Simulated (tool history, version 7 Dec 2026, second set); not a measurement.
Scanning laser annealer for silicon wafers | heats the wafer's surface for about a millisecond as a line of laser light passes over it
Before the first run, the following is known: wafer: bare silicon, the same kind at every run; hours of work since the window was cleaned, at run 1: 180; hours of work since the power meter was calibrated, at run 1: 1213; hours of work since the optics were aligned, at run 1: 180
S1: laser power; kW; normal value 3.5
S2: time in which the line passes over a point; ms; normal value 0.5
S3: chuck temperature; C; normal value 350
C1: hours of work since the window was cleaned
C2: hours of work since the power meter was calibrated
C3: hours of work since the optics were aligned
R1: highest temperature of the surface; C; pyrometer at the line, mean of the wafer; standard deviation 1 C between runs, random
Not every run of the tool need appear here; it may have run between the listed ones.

run	hour	S1	S2	S3	C1	C2	C3	R1
1	0	3.5	0.5	350	180	1213	180	1168
2	91.5	3.5	0.5	350	227	1260	227	1167
3	133.3	3.402	0.5	350	248	1281	248	1145
4	213.7	3.402	0.5	350	289	1322	289	1143
5	281.5	3.402	0.5	350	323	1356	323	1143
6	370.8	3.402	0.5	350	368	1401	368	1141
7	409.4	3.5	0.5	350	388	1421	388	1161
# hour 445.6: window over the wafer cleaned
8	464	3.5	0.5	350	9	1447	415	1173
9	538.7	3.5	0.5	338	47	1485	452	1159
10	633.3	3.5	0.5	354	95	1533	500	1176
11	726.7	3.5	0.5	370	142	1580	548	1188
12	812.3	3.5	0.5	370	186	1624	591	1187
13	864.1	3.129	0.406	380	212	1650	617	1044
14	910.6	3.129	0.406	380	236	1674	641	1042
15	958.8	3.6	0.453	359	260	1698	665	1158
16	1033.3	3.6	0.453	359	298	1736	703	1156
17	1085.9	3.6	0.453	359	324	1762	730	1153
18	1160.2	3.6	0.371	328	362	1800	767	1049
19	1208.6	3.48	0.373	314	387	1825	792	1013
# hour 1250.3: window over the wafer cleaned
20	1270.6	3.48	0.373	314	10	1855	822	1024
21	1365.9	3.689	0.399	350	59	1903	870	1125
22	1405.2	3.642	0.354	348	78	1923	890	1070

Below are 3 alternative next runs, each starting from the tool's condition after run 22. Predict each:
A	1468.1	3.642	0.354	329	110	1955	922	?
B	1468.1	3.374	0.49	348	110	1955	922	?
C	1468.1	3.181	0.354	385	110	1955	922	?

run	R1
A	1049
B	1130
C	1018
Take away the tool's hidden state, keep each run's random variation, and the runs would have read:
run	R1
A	1052
B	1134
C	1020
